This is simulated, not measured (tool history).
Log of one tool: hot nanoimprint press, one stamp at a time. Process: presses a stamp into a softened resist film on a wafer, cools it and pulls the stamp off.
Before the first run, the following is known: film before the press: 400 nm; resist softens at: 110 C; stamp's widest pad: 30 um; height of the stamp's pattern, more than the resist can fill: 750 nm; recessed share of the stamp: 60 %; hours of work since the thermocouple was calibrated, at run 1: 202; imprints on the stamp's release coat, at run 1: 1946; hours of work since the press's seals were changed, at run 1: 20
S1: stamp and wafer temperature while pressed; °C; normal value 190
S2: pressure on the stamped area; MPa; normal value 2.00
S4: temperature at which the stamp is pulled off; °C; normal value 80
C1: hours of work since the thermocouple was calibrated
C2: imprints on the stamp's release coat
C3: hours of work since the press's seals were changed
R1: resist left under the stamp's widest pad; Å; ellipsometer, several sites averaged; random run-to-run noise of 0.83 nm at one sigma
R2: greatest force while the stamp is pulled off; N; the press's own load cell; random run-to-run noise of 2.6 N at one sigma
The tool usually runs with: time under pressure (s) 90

run 1 hour=0.0 | S1=190 S2=2.00 time_under_pressure_(s)=90 S4=80 | C1=202 C2=1946 C3=20 | R1=1830 R2=118
run 2 hour=12.3 | S1=190 S2=2.00 time_under_pressure_(s)=90 S4=80 | C1=208 C2=1966 C3=26 | R1=1810 R2=120
run 3 hour=25.2 | S1=190 S2=2.00 time_under_pressure_(s)=90 S4=85 | C1=214 C2=1988 C3=32 | R1=1820 R2=111
run 4 hour=31.7 | S1=190 S2=2.00 time_under_pressure_(s)=90 S4=71 | C1=217 C2=1999 C3=35 | R1=1818 R2=136
run 5 hour=41.8 | S1=190 S2=2.00 time_under_pressure_(s)=90 S4=71 | C1=221 C2=2016 C3=39 | R1=1820 R2=137
-- hour=53.6 stamp cleaned and given a new release coat
run 6 hour=53.6 | S1=190 S2=2.00 time_under_pressure_(s)=90 S4=71 | C1=224 C2=0 C3=42 | R1=1821 R2=132
run 7 hour=60.4 | S1=190 S2=1.59 time_under_pressure_(s)=90 S4=80 | C1=227 C2=11 C3=45 | R1=2040 R2=117
run 8 hour=72.4 | S1=190 S2=1.59 time_under_pressure_(s)=90 S4=80 | C1=233 C2=31 C3=50 | R1=2046 R2=119
run 9 hour=82.9 | S1=190 S2=1.59 time_under_pressure_(s)=90 S4=80 | C1=237 C2=49 C3=55 | R1=2039 R2=118
run 10 hour=94.5 | S1=197 S2=1.59 time_under_pressure_(s)=90 S4=80 | C1=243 C2=68 C3=61 | R1=1782 R2=120
run 11 hour=105.7 | S1=197 S2=1.59 time_under_pressure_(s)=90 S4=80 | C1=248 C2=87 C3=66 | R1=1768 R2=113
run 12 hour=114.4 | S1=197 S2=1.59 time_under_pressure_(s)=90 S4=80 | C1=252 C2=101 C3=70 | R1=1786 R2=119
run 13 hour=124.0 | S1=197 S2=1.59 time_under_pressure_(s)=90 S4=80 | C1=256 C2=118 C3=74 | R1=1775 R2=116
run 14 hour=133.8 | S1=190 S2=2.00 time_under_pressure_(s)=90 S4=76 | C1=261 C2=134 C3=79 | R1=1812 R2=127
run 15 hour=141.7 | S1=190 S2=2.00 time_under_pressure_(s)=90 S4=76 | C1=265 C2=147 C3=82 | R1=1810 R2=122
run 16 hour=148.6 | S1=190 S2=2.00 time_under_pressure_(s)=90 S4=76 | C1=268 C2=159 C3=86 | R1=1805 R2=121
run 17 hour=160.0 | S1=190 S2=2.00 time_under_pressure_(s)=90 S4=76 | C1=273 C2=178 C3=91 | R1=1793 R2=127
run 18 hour=169.8 | S1=190 S2=2.00 time_under_pressure_(s)=90 S4=76 | C1=277 C2=194 C3=95 | R1=1812 R2=126
run 19 hour=175.5 | S1=190 S2=2.27 time_under_pressure_(s)=82 S4=88 | C1=280 C2=204 C3=98 | R1=1733 R2=98
run 20 hour=185.4 | S1=190 S2=2.35 time_under_pressure_(s)=90 S4=88 | C1=285 C2=220 C3=103 | R1=1648 R2=106
run 21 hour=193.0 | S1=190 S2=1.90 time_under_pressure_(s)=90 S4=88 | C1=288 C2=233 C3=106 | R1=1840 R2=107
run 22 hour=198.9 | S1=183 S2=1.90 time_under_pressure_(s)=66 S4=88 | C1=291 C2=243 C3=109 | R1=2351 R2=105
run 23 hour=205.3 | S1=183 S2=1.90 time_under_pressure_(s)=66 S4=88 | C1=294 C2=254 C3=112 | R1=2356 R2=105
-- hour=215.1 plate thermocouple calibrated
run 24 hour=217.5 | S1=183 S2=1.90 time_under_pressure_(s)=77 S4=88 | C1=1 C2=269 C3=116 | R1=2251 R2=106
run 25 hour=226.8 | S1=183 S2=3.19 time_under_pressure_(s)=77 S4=88 | C1=5 C2=285 C3=120 | R1=1721 R2=110
run 26 hour=233.1 | S1=196 S2=1.87 time_under_pressure_(s)=141 S4=66 | C1=8 C2=295 C3=123 | R1=1410 R2=140
run 27 hour=246.3 | S1=180 S2=2.78 time_under_pressure_(s)=141 S4=69 | C1=14 C2=317 C3=129 | R1=1630 R2=134

Run 28 comes next. What will it give?
run 28 hour=251.7 | S1=180 S2=2.78 time_under_pressure_(s)=89 S4=69 | C1=17 C2=327 C3=132 | R1=? R2=?

Logged for run 28: R1 1905 Å, R2 133 N.
Were there no unlogged condition in the tool, this run, its random variation unchanged, would have produced R1 1941 Å, R2 133 N.
